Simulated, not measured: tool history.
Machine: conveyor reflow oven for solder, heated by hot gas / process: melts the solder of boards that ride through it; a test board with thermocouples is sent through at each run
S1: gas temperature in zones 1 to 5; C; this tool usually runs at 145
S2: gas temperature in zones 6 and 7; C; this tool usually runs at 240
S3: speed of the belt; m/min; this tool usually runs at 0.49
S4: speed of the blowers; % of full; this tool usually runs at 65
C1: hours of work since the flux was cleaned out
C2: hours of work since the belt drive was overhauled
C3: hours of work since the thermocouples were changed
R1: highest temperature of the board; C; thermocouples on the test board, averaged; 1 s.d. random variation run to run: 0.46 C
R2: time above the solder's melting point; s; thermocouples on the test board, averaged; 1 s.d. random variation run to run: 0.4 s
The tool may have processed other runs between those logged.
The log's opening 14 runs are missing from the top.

| run | hour | S1 | S2 | S3 | S4 | C1 | C2 | C3 | R1 | R2 |
|---|---|---|---|---|---|---|---|---|---|---|
| 15 | 1035.9 | 145 | 240 | 0.49 | 52 | 179 | 401 | 821 | 219.7 | 58.6 |
| 16 | 1107.6 | 145 | 248 | 0.484 | 53 | 233 | 456 | 876 | 226.6 | 64.7 |
| 17 | 1149 | 145 | 248 | 0.484 | 53 | 265 | 487 | 907 | 227 | 65.1 |
|  | 1175.8 | flux residue cleaned out of gas plates and filters |
| 18 | 1219.7 | 145 | 240 | 0.49 | 60 | 33 | 538 | 958 | 223.9 | 61.1 |
| 19 | 1298 | 145 | 240 | 0.49 | 60 | 93 | 597 | 1017 | 222.4 | 61.3 |
| 20 | 1387.6 | 147 | 239 | 0.581 | 85 | 162 | 666 | 1086 | 223.7 | 52.3 |
| 21 | 1472.6 | 145 | 240 | 0.569 | 65 | 227 | 731 | 1151 | 219.7 | 50.6 |
| 22 | 1533 | 145 | 240 | 0.569 | 65 | 273 | 777 | 1197 | 219 | 50 |
|  | 1545.9 | flux residue cleaned out of gas plates and filters |
| 23 | 1599.8 | 134 | 255 | 0.49 | 65 | 41 | 824 | 1244 | 235.6 | 64.5 |
| 24 | 1678.1 | 134 | 255 | 0.49 | 65 | 101 | 884 | 1304 | 235.2 | 64.9 |
|  | 1703.4 | belt drive overhauled, speed set with a stopwatch |
| 25 | 1726.2 | 142 | 238 | 0.533 | 65 | 135 | 17 | 1337 | 219.3 | 52.5 |
|  | 1767.4 | thermocouples of zones 6 and 7 changed |
| 26 | 1779.4 | 142 | 238 | 0.533 | 65 | 174 | 56 | 9 | 219.6 | 52.7 |
| 27 | 1825.3 | 144 | 238 | 0.589 | 65 | 209 | 92 | 44 | 216.1 | 45.1 |
| 28 | 1900 | 145 | 240 | 0.47 | 56 | 266 | 149 | 101 | 222.7 | 64.3 |
|  | 1925.7 | flux residue cleaned out of gas plates and filters |
| 29 | 1951.4 | 145 | 240 | 0.47 | 56 | 20 | 184 | 137 | 223.4 | 63.6 |
| 30 | 2034.6 | 145 | 248 | 0.47 | 56 | 83 | 248 | 200 | 229.1 | 68.1 |

Predict each of these 4 candidate next runs independently; none follows another, all start after run 30:
| A | 2084.5 | 143 | 248 | 0.393 | 56 | 121 | 286 | 238 | ? | ? |
| B | 2084.5 | 145 | 248 | 0.394 | 56 | 121 | 286 | 238 | ? | ? |
| C | 2084.5 | 154 | 255 | 0.49 | 65 | 121 | 286 | 238 | ? | ? |
| D | 2084.5 | 145 | 240 | 0.49 | 62 | 121 | 286 | 238 | ? | ? |

| run | R1 | R2 |
|---|---|---|
| A | 236.3 | 84.7 |
| B | 235.4 | 85.2 |
| C | 239.7 | 72.7 |
| D | 222.5 | 61.8 |
The same runs, with their run-to-run variation unchanged, on a tool lacking any hidden condition would have given:
| run | R1 | R2 |
|---|---|---|
| A | 236.3 | 84.7 |
| B | 235.5 | 85.3 |
| C | 239.8 | 72.7 |
| D | 222.6 | 61.8 |

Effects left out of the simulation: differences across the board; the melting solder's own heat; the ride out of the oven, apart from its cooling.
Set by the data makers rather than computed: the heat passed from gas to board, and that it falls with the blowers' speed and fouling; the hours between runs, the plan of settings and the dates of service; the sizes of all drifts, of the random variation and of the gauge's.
